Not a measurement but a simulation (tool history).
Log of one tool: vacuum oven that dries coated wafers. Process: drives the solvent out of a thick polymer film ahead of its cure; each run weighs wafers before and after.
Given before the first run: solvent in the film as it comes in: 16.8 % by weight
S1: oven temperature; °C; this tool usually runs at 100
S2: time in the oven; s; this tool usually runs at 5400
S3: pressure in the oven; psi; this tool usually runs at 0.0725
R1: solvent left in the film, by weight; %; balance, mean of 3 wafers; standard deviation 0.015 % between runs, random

run	hour	S1	S2	S3	R1
1	0.0	100	5400	0.0725	0.83
2	25.0	100	2820	0.0725	2.78
3	39.3	99	2820	0.0725	3.00
4	65.9	99	2820	0.0725	2.96
5	85.4	99	2820	0.0725	2.97
6	106.8	99	2820	0.0725	3.00
# hour 110.6: oven's thermocouples calibrated
7	134.5	99	2820	0.0725	2.74
8	150.5	99	2820	0.0725	2.75
9	168.2	99	2820	0.0725	2.78
10	201.4	99	2820	0.0725	2.78
11	218.3	99	2820	0.0725	2.77
12	250.7	99	2820	0.0725	2.76
# hour 266.5: oven's thermocouples calibrated, once more
13	280.7	100	2820	0.1092	3.18
14	312.5	100	2820	0.1092	3.16
15	337.5	100	2820	0.1092	3.15
16	355.8	100	5400	0.1762	1.31
17	375.3	111	5400	0.0615	0.37
18	398.1	111	5400	0.0615	0.35

Forecast run 19:
19	423.7	95	4560	0.0725	?

R1: 1.96 %
Without the tool's hidden state the same run would have given R1 1.95 %.
